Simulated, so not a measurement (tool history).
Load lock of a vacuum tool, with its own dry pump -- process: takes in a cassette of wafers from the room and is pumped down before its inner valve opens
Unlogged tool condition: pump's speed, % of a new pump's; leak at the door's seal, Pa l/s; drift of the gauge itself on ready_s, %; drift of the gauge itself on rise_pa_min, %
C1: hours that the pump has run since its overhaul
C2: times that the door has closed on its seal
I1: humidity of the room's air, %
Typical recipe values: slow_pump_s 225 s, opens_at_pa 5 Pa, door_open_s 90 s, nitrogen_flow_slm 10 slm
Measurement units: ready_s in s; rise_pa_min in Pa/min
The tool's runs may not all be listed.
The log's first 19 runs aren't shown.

{"run": 20, "hour": 2798.4, "slow_pump_s": 224, "opens_at_pa": 6, "door_open_s": 136, "nitrogen_flow_slm": 11, "C1": 5330, "C2": 27770, "I1": 47.6, "ready_s": 342.2, "rise_pa_min": 0.109}
{"run": 21, "hour": 2917.4, "slow_pump_s": 225, "opens_at_pa": 7, "door_open_s": 85, "nitrogen_flow_slm": 9, "C1": 5449, "C2": 28132, "I1": 49.6, "ready_s": 347.1, "rise_pa_min": 0.114}
{"run": 22, "hour": 3038.1, "slow_pump_s": 225, "opens_at_pa": 6, "door_open_s": 143, "nitrogen_flow_slm": 5, "C1": 5570, "C2": 28500, "I1": 41.2, "ready_s": 346.8, "rise_pa_min": 0.13}
{"run": 23, "hour": 3230.7, "slow_pump_s": 225, "opens_at_pa": 5, "door_open_s": 50, "nitrogen_flow_slm": 16, "C1": 5762, "C2": 29087, "I1": 46.8, "ready_s": 349.6, "rise_pa_min": 0.113}
{"run": 24, "hour": 3375.3, "slow_pump_s": 225, "opens_at_pa": 4, "door_open_s": 90, "nitrogen_flow_slm": 32, "C1": 5907, "C2": 29527, "I1": 42.4, "ready_s": 356.6, "rise_pa_min": 0.101}
{"run": 25, "hour": 3574.2, "slow_pump_s": 316, "opens_at_pa": 4, "door_open_s": 223, "nitrogen_flow_slm": 32, "C1": 6106, "C2": 30133, "I1": 44.8, "ready_s": 431.6, "rise_pa_min": 0.116}
{"run": 26, "hour": 3702.7, "slow_pump_s": 289, "opens_at_pa": 10, "door_open_s": 76, "nitrogen_flow_slm": 18, "C1": 6234, "C2": 30524, "I1": 47.0, "ready_s": 392.1, "rise_pa_min": 0.113}
{"run": 27, "hour": 3871.8, "slow_pump_s": 289, "opens_at_pa": 10, "door_open_s": 76, "nitrogen_flow_slm": 18, "C1": 6403, "C2": 31039, "I1": 45.4, "ready_s": 394.6, "rise_pa_min": 0.114}

Run 28, settings as shown, results not yet in. Your forecast:
{"run": 28, "hour": 4018.6, "slow_pump_s": 289, "opens_at_pa": 10, "door_open_s": 35, "nitrogen_flow_slm": 18, "C1": 6550, "C2": 31486, "I1": 50.8, "ready_s": "?", "rise_pa_min": "?"}

For run 28 the tool returned ready_s 393.9 s, rise_pa_min 0.114 Pa/min.
With the hidden condition absent and the run-to-run variation left alone, this run would have shown ready_s 382.1 s, rise_pa_min 0.017 Pa/min.
